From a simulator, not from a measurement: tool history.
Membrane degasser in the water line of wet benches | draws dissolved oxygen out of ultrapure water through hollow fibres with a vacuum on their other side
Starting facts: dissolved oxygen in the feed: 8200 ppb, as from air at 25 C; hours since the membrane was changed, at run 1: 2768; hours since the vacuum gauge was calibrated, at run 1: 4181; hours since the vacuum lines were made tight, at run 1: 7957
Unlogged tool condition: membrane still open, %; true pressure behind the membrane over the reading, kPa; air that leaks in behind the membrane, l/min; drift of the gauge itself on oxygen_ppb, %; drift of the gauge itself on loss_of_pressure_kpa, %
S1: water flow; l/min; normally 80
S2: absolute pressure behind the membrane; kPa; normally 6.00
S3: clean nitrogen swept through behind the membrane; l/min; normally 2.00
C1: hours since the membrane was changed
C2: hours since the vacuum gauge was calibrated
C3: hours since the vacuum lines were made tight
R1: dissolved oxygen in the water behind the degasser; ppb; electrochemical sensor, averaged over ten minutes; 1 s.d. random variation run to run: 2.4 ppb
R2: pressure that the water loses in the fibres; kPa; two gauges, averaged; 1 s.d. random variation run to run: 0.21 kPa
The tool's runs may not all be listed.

run 1 hour=0.0 | S1=80 S2=6.00 S3=2.00 | C1=2768 C2=4181 C3=7957 | R1=258.6 R2=47.95
run 2 hour=90.3 | S1=80 S2=6.00 S3=2.00 | C1=2858 C2=4272 C3=8047 | R1=260.6 R2=48.40
run 3 hour=176.1 | S1=80 S2=6.00 S3=2.00 | C1=2944 C2=4357 C3=8133 | R1=258.8 R2=48.09
run 4 hour=286.6 | S1=80 S2=6.00 S3=2.00 | C1=3054 C2=4468 C3=8244 | R1=257.9 R2=48.48
-- hour=392.6 vacuum gauge calibrated
run 5 hour=392.6 | S1=80 S2=5.66 S3=2.00 | C1=3160 C2=0 C3=8349 | R1=208.7 R2=48.36
run 6 hour=456.9 | S1=80 S2=4.39 S3=2.00 | C1=3224 C2=64 C3=8414 | R1=112.7 R2=47.97
run 7 hour=611.1 | S1=80 S2=7.26 S3=2.00 | C1=3378 C2=218 C3=8568 | R1=326.4 R2=48.62
run 8 hour=711.9 | S1=49 S2=6.00 S3=2.00 | C1=3479 C2=319 C3=8668 | R1=151.0 R2=29.40
run 9 hour=827.3 | S1=49 S2=6.00 S3=2.00 | C1=3595 C2=435 C3=8784 | R1=149.7 R2=29.95
run 10 hour=910.0 | S1=49 S2=6.00 S3=2.00 | C1=3677 C2=517 C3=8867 | R1=152.0 R2=29.74
run 11 hour=1052.3 | S1=49 S2=6.00 S3=2.00 | C1=3820 C2=660 C3=9009 | R1=150.9 R2=29.77
run 12 hour=1125.9 | S1=49 S2=6.00 S3=2.00 | C1=3893 C2=733 C3=9082 | R1=150.8 R2=29.52
run 13 hour=1205.7 | S1=49 S2=6.00 S3=2.00 | C1=3973 C2=813 C3=9162 | R1=149.4 R2=29.59
run 14 hour=1290.3 | S1=49 S2=13.70 S3=2.00 | C1=4058 C2=898 C3=9247 | R1=540.4 R2=29.87
run 15 hour=1386.0 | S1=49 S2=7.31 S3=0.86 | C1=4153 C2=993 C3=9343 | R1=426.6 R2=29.66
run 16 hour=1493.7 | S1=49 S2=5.67 S3=0.81 | C1=4261 C2=1101 C3=9450 | R1=271.3 R2=29.73
run 17 hour=1606.0 | S1=80 S2=3.77 S3=3.47 | C1=4373 C2=1213 C3=9563 | R1=51.8 R2=48.78
run 18 hour=1738.9 | S1=88 S2=6.00 S3=1.32 | C1=4506 C2=1346 C3=9695 | R1=353.4 R2=53.39
run 19 hour=1863.3 | S1=88 S2=4.82 S3=1.14 | C1=4631 C2=1471 C3=9820 | R1=249.9 R2=53.82
run 20 hour=1942.1 | S1=113 S2=5.78 S3=2.00 | C1=4709 C2=1549 C3=9899 | R1=333.1 R2=68.63
run 21 hour=2047.5 | S1=78 S2=4.84 S3=0.94 | C1=4815 C2=1655 C3=10004 | R1=247.1 R2=47.25
run 22 hour=2155.5 | S1=53 S2=7.99 S3=2.45 | C1=4923 C2=1763 C3=10112 | R1=231.3 R2=32.38
-- hour=2204.5 seals of the vacuum lines changed
run 23 hour=2242.3 | S1=53 S2=7.99 S3=2.45 | C1=5008 C2=1848 C3=38 | R1=233.0 R2=32.22
run 24 hour=2355.6 | S1=53 S2=7.99 S3=2.45 | C1=5121 C2=1961 C3=151 | R1=232.9 R2=32.24
run 25 hour=2450.1 | S1=64 S2=7.99 S3=2.45 | C1=5215 C2=2055 C3=246 | R1=275.0 R2=39.08
run 26 hour=2569.4 | S1=64 S2=4.34 S3=1.07 | C1=5335 C2=2175 C3=365 | R1=147.2 R2=39.41
run 27 hour=2646.4 | S1=80 S2=4.68 S3=4.23 | C1=5412 C2=2252 C3=442 | R1=88.7 R2=48.97

Consider 4 possible next runs. They are alternatives, not a sequence: every one starts from the tool as it was left by run 27. What does each give?
run A hour=2761.3 | S1=96 S2=4.68 S3=2.03 | C1=5527 C2=2367 C3=557 | R1=? R2=?
run B hour=2761.3 | S1=68 S2=4.68 S3=1.27 | C1=5527 C2=2367 C3=557 | R1=? R2=?
run C hour=2761.3 | S1=80 S2=10.57 S3=1.48 | C1=5527 C2=2367 C3=557 | R1=? R2=?
run D hour=2761.3 | S1=79 S2=4.68 S3=4.23 | C1=5527 C2=2367 C3=557 | R1=? R2=?

run=A R1=187.0 R2=59.35
run=B R1=172.7 R2=41.69
run=C R1=726.0 R2=49.01
run=D R1=87.1 R2=48.31
Stripped of hidden state, with their random variation kept, the same runs would have yielded:
run=A R1=164.5 R2=56.99
run=B R1=154.0 R2=40.02
run=C R1=707.6 R2=47.05
run=D R1=76.0 R2=46.37
